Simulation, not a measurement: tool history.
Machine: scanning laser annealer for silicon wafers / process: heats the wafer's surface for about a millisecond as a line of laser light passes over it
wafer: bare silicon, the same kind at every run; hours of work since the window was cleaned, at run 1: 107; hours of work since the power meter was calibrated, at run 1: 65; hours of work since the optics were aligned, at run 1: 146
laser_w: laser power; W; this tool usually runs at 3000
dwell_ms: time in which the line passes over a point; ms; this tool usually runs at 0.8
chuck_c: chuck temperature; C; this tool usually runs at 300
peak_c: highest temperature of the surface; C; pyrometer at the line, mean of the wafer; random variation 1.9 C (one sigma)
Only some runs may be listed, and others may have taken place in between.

run,hour,laser_w,dwell_ms,chuck_c,hours of work since the window was cleaned,hours of work since the power meter was calibrated,hours of work since the optics were aligned,peak_c
1,0,3000,0.8,300,107,65,146,1126
2,14.1,3000,0.8,300,113,72,153,1129
3,42.4,3000,0.8,300,127,86,166,1127
4,66.7,3000,0.8,300,139,97,178,1130
5,94.1,3000,0.8,300,152,110,191,1128
6,122.6,3061,0.8,300,165,124,205,1142
7,142.3,3061,0.8,300,175,133,214,1142
8,168.5,3000,0.8,300,187,146,227,1126
9,191,3000,0.8,300,198,157,237,1124
10,213.4,3000,0.671,304,209,168,248,1052
11,230.3,3000,0.715,300,217,176,256,1073
12,248.4,3088,0.95,303,226,184,265,1239
13,274.6,2975,0.8,318,238,197,278,1133
14,293,3000,0.592,300,247,206,286,991
15,320.1,3000,0.599,300,260,219,299,995

Some steps in peak_c, run to run, broken into two amounts with sign: the step expected even without the hidden condition (settings, incoming material, random variation), and the rest, left for the hidden condition together with whatever gauge scatter is not in both the measured and the hidden-condition-free result:
Hidden state present: light that passes the window, % of a clean one's; laser's true power over the reading, %; width of the line over the set one, %; drift of the gauge itself on peak_c, C.
Run 11 -> 12: laser_w 3000 -> 3088, dwell_ms 0.715 -> 0.95, chuck_c 300 -> 303. peak_c +166 C: hidden state -2, all else +168.
